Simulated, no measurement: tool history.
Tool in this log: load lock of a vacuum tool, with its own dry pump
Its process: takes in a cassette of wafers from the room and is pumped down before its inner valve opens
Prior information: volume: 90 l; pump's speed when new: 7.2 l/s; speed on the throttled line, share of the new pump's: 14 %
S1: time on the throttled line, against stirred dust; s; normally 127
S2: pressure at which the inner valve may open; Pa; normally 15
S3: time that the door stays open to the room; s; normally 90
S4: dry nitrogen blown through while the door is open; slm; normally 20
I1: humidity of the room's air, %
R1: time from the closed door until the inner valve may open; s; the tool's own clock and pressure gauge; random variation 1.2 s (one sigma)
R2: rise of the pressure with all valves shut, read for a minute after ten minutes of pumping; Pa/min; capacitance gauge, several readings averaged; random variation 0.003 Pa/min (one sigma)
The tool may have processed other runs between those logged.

Run 1, hour 0: usual settings; I1 43.7. Result: R1 229.2 s, R2 0.095 Pa/min.
Run 2, hour 557.7: usual settings; I1 46.3. Result: R1 227.5 s, R2 0.106 Pa/min.
Run 3, hour 906.2: usual settings; I1 45. Result: R1 229.4 s, R2 0.12 Pa/min.
Run 4, hour 1440.6: usual settings but S3 28 s; I1 43.9. Result: R1 229.2 s, R2 0.119 Pa/min.
Run 5, hour 1691.8: usual settings but S3 142 s; I1 43.7. Result: R1 229.7 s, R2 0.137 Pa/min.
Run 6, hour 2197.5: usual settings but S3 43 s; I1 41.2. Result: R1 232.2 s, R2 0.144 Pa/min.
Run 7, hour 2536.1: usual settings but S3 43 s; I1 44.8. Result: R1 231.1 s, R2 0.161 Pa/min.
Run 8, hour 2963.2: usual settings but S3 150 s, S4 34 slm; I1 47.5. Result: R1 233.1 s, R2 0.174 Pa/min.
Run 9, hour 3414: usual settings but S2 11 Pa, S4 29 slm; I1 45.7. Result: R1 236.2 s, R2 0.18 Pa/min.
Run 10, hour 3671.9: usual settings but S1 157 s, S2 18 Pa; I1 43.8. Result: R1 254.6 s, R2 0.189 Pa/min.
Run 11, hour 4138: usual settings but S1 95 s, S2 21 Pa, S3 28 s, S4 21 slm; I1 45.9. Result: R1 201.5 s, R2 0.198 Pa/min.

Consider 5 possible next runs. They are alternatives, not a sequence: every one starts from the tool as it was left by run 11. What does each give?
Run A, hour 4609.7: usual settings but S1 70 s, S3 116 s, S4 23 slm; I1 42.6. Result: R1 ?, R2 ?.
Run B, hour 4609.7: usual settings but S1 95 s, S2 21 Pa, S3 119 s, S4 21 slm; I1 43.8. Result: R1 ?, R2 ?.
Run C, hour 4609.7: usual settings but S1 184 s, S2 21 Pa, S3 28 s, S4 5 slm; I1 46. Result: R1 ?, R2 ?.
Run D, hour 4609.7: usual settings but S1 95 s, S2 27 Pa, S3 28 s, S4 21 slm; I1 44.8. Result: R1 ?, R2 ?.
Run E, hour 4609.7: usual settings but S1 95 s, S3 28 s, S4 21 slm; I1 42.3. Result: R1 ?, R2 ?.

run     R1     R2
  A    186  0.217
  B  199.2  0.221
  C  280.8  0.223
  D    196  0.216
  E    204  0.207
With no hidden state in the tool, these same runs would have given:
run     R1     R2
  A  172.3  0.016
  B  186.7  0.016
  C  269.4  0.018
  D  183.9  0.014
  E  190.9  0.009
